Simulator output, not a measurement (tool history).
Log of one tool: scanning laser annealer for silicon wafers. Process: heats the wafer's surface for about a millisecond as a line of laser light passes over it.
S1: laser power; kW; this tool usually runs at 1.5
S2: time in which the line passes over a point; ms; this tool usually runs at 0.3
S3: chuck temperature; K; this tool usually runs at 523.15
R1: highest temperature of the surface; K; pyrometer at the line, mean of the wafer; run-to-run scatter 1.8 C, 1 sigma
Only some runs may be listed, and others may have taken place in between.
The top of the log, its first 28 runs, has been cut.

{"day": 27.817, "done": "optics aligned, line set to its width, once more"}
{"run": 29, "day": 28.325, "S1": 1.37, "S2": 0.3, "S3": 523.15, "R1": 1232.15}
{"run": 30, "day": 29.658, "S1": 1.37, "S2": 0.3, "S3": 523.15, "R1": 1228.15}
{"run": 31, "day": 30.379, "S1": 1.37, "S2": 0.3, "S3": 523.15, "R1": 1232.15}
{"run": 32, "day": 31.204, "S1": 1.612, "S2": 0.323, "S3": 538.15, "R1": 1422.15}
{"run": 33, "day": 32.05, "S1": 1.612, "S2": 0.323, "S3": 538.15, "R1": 1419.15}
{"run": 34, "day": 33.217, "S1": 1.612, "S2": 0.323, "S3": 538.15, "R1": 1417.15}
{"run": 35, "day": 34.017, "S1": 1.612, "S2": 0.323, "S3": 538.15, "R1": 1417.15}
{"run": 36, "day": 34.688, "S1": 1.5, "S2": 0.332, "S3": 501.15, "R1": 1324.15}

Consider 5 possible next runs. They are alternatives, not a sequence: every one starts from the tool as it was left by run 36. What does each give?
{"run": "A", "day": 35.662, "S1": 1.5, "S2": 0.317, "S3": 523.15, "R1": "?"}
{"run": "B", "day": 35.662, "S1": 1.278, "S2": 0.3, "S3": 523.15, "R1": "?"}
{"run": "C", "day": 35.662, "S1": 1.5, "S2": 0.284, "S3": 501.15, "R1": "?"}
{"run": "D", "day": 35.662, "S1": 1.5, "S2": 0.299, "S3": 551.15, "R1": "?"}
{"run": "E", "day": 35.662, "S1": 1.619, "S2": 0.332, "S3": 520.15, "R1": "?"}

run=A R1=1325.15
run=B R1=1174.15
run=C R1=1258.15
run=D R1=1327.15
run=E R1=1418.15
Stripped of hidden state, with their random variation kept, the same runs would have yielded:
run=A R1=1368.15
run=B R1=1208.15
run=C R1=1298.15
run=D R1=1368.15
run=E R1=1466.15

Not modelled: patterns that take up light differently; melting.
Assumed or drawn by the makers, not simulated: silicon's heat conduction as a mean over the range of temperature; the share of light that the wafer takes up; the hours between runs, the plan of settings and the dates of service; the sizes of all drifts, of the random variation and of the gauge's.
